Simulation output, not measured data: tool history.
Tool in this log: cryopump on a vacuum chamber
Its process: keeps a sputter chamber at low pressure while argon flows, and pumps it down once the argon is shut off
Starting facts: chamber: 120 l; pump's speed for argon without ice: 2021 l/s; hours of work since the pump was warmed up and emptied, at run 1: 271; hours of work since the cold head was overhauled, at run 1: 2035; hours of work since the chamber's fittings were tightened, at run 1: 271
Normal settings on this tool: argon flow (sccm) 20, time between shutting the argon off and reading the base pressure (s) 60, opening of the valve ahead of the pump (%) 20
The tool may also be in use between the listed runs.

run,hour,argon flow (sccm),time between shutting the argon off and reading the base pressure (s),opening of the valve ahead of the pump (%),hours of work since the pump was warmed up and emptied,hours of work since the cold head was overhauled,hours of work since the chamber's fittings were tightened,pressure while argon flows (Pa),pressure after the wait (uPa)
1,0,20,60,20,271,2035,271,0.0853,1.28
2,49.4,20,60,20,315,2080,315,0.0853,1.32
3,96.5,20,60,20,357,2122,357,0.0855,1.3
4,162.8,20,60,20,417,2182,417,0.0862,1.33
5,258.9,20,60,20,503,2268,503,0.0867,1.32
6,318.2,20,35,20,556,2321,556,0.0868,2.16
7,417.8,20,60,18,646,2411,646,0.0979,1.33
8,482.1,20,60,18,704,2468,704,0.096,1.36
9,554.9,20,60,18,769,2534,769,0.0976,1.41
# hour 616.8: pump warmed up, emptied and cooled again
10,633.7,20,60,20,15,2600,835,0.0839,1.38
11,687.5,20,60,20,64,2648,884,0.0841,1.37
12,768.6,17,60,20,136,2721,956,0.0716,1.39
13,818.5,17,60,20,181,2766,1001,0.072,1.4
14,881.8,37,60,44,238,2823,1058,0.0737,1.43
15,973.5,25,92,48,320,2905,1140,0.0464,1.11
16,1060.9,13,23,51,399,2984,1219,0.022,3.09
17,1141.6,20,31,15,471,3056,1291,0.1156,2.45
18,1234.2,20,31,15,555,3139,1375,0.1143,2.53
19,1328,20,76,15,639,3224,1459,0.1151,1.32
20,1413.1,12,24,39,715,3300,1535,0.0284,3.18
21,1494.7,20,60,29,788,3373,1609,0.0629,1.59
# hour 1533.9: pump warmed up, emptied and cooled again
22,1572,12,287,29,34,3438,1673,0.0343,0.69
23,1636.5,20,180,20,92,3496,1731,0.085,0.85

Here are 4 independent what-if runs from the current tool condition. What would each one return?
A,1730.3,20,189,20,176,3580,1816,?,?
B,1730.3,20,84,27,176,3580,1816,?,?
C,1730.3,17,180,20,176,3580,1816,?,?
D,1730.3,26,42,20,176,3580,1816,?,?

run,pressure while argon flows (Pa),pressure after the wait (uPa)
A,0.0859,0.85
B,0.0638,1.23
C,0.0715,0.85
D,0.1097,2.03
With the hidden condition removed and each run's random variation left untouched, the same runs would have given:
run,pressure while argon flows (Pa),pressure after the wait (uPa)
A,0.0845,0.49
B,0.0625,0.87
C,0.0703,0.48
D,0.108,1.66

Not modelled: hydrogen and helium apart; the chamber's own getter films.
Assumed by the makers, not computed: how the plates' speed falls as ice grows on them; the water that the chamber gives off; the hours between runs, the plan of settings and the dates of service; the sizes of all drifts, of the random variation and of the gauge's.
